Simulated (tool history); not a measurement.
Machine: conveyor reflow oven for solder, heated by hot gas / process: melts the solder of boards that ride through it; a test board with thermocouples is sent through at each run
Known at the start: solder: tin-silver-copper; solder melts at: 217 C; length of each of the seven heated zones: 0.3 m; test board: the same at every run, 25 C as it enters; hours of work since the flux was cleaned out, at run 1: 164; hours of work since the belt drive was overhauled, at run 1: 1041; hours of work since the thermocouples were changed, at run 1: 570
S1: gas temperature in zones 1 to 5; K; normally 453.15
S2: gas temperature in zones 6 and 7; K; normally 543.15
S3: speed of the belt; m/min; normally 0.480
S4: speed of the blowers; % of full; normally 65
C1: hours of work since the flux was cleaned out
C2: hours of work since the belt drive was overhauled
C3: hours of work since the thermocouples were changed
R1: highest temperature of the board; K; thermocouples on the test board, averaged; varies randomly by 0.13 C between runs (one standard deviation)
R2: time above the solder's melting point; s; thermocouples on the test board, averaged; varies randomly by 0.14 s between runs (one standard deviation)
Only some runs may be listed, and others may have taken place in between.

run,hour,S1,S2,S3,S4,C1,C2,C3,R1,R2
1,0.0,453.15,543.15,0.480,65,164,1041,570,526.85,59.6
2,31.2,453.15,543.15,0.480,65,178,1055,584,526.65,59.3
3,84.3,458.15,543.15,0.480,65,202,1079,608,527.75,62.2
4,140.7,458.15,543.15,0.526,65,228,1105,634,524.55,53.9
5,170.6,458.15,543.15,0.526,65,241,1118,647,524.55,53.9
6,207.2,458.15,543.15,0.526,65,258,1135,664,524.55,53.7
7,256.3,458.15,543.15,0.526,65,280,1157,686,524.55,53.9
8,296.7,453.15,543.15,0.505,65,298,1176,705,524.75,54.9
9,357.2,453.15,543.15,0.505,65,326,1203,732,524.75,54.7
# hour 368.6: belt drive overhauled, speed set with a stopwatch
10,410.9,453.15,543.15,0.505,65,349,19,755,524.05,53.0
11,436.4,453.15,543.15,0.505,65,360,31,766,523.85,53.1
12,472.5,453.15,543.15,0.480,65,377,47,783,525.65,57.8
13,512.8,453.15,535.15,0.480,65,395,66,801,518.95,52.4
# hour 538.7: flux residue cleaned out of gas plates and filters
# hour 570.0: thermocouples of zones 6 and 7 changed
14,575.8,453.15,535.15,0.480,65,16,91,3,519.95,53.6
15,625.2,453.15,535.15,0.480,65,38,113,25,519.75,53.8
16,677.4,453.15,535.15,0.480,65,62,137,49,519.85,53.4
17,722.1,453.15,533.15,0.480,54,82,157,69,515.95,49.6
18,765.9,453.15,533.15,0.480,54,102,177,89,515.75,49.2
19,797.2,465.15,551.15,0.480,65,117,192,103,535.55,69.0
20,842.6,468.15,543.15,0.480,65,137,212,124,528.95,66.9
21,883.8,453.15,543.15,0.533,65,156,231,143,522.65,49.2
22,915.7,453.15,543.15,0.533,65,170,245,157,522.65,49.2
23,953.9,462.15,537.15,0.464,65,188,263,174,523.95,63.0
24,985.8,462.15,537.15,0.464,65,202,277,189,523.85,63.2
25,1038.9,465.15,537.15,0.491,68,226,301,213,523.35,60.1
26,1099.1,464.15,543.15,0.385,68,254,329,240,534.25,85.9
27,1152.7,464.15,543.15,0.385,68,278,353,265,533.85,85.8
28,1200.1,464.15,543.15,0.501,81,300,375,286,528.95,62.3
29,1229.9,463.15,543.15,0.496,65,313,388,300,526.45,60.9
30,1282.4,442.15,543.15,0.429,56,337,412,324,525.45,61.1

Table of differences, measured result less the result of that run with no hidden state. Run-to-run variation is the same in both. Gauge scatter possibly is not:
Hidden state at play: heat that the gas passes to the board, % of a clean oven's; belt's true speed, % of the reading; true gas temperature in zones 6 and 7 over the reading, C; drift of the gauge itself on peak_c, C; drift of the gauge itself on liquid_s, %.
run,R1,R2
1,+0.20,+0.7
2,+0.10,+0.7
3,+0.10,+0.7
4,-0.10,+0.5
5,-0.10,+0.4
6,-0.20,+0.3
7,-0.20,+0.4
8,-0.30,+0.3
9,-0.40,+0.2
10,-1.00,-1.2
11,-1.00,-1.3
12,-1.00,-1.1
13,-0.90,-1.5
14,+0.00,+0.0
15,-0.10,-0.1
16,-0.10,-0.2
17,-0.10,-0.2
18,-0.30,-0.3
19,-0.30,-0.1
20,-0.30,-0.2
21,-0.50,-0.4
22,-0.50,-0.5
23,-0.40,-0.3
24,-0.40,-0.3
25,-0.50,-0.5
26,-0.30,+0.0
27,-0.40,+0.0
28,-0.80,-0.5
29,-0.90,-0.5
30,-0.90,-0.8

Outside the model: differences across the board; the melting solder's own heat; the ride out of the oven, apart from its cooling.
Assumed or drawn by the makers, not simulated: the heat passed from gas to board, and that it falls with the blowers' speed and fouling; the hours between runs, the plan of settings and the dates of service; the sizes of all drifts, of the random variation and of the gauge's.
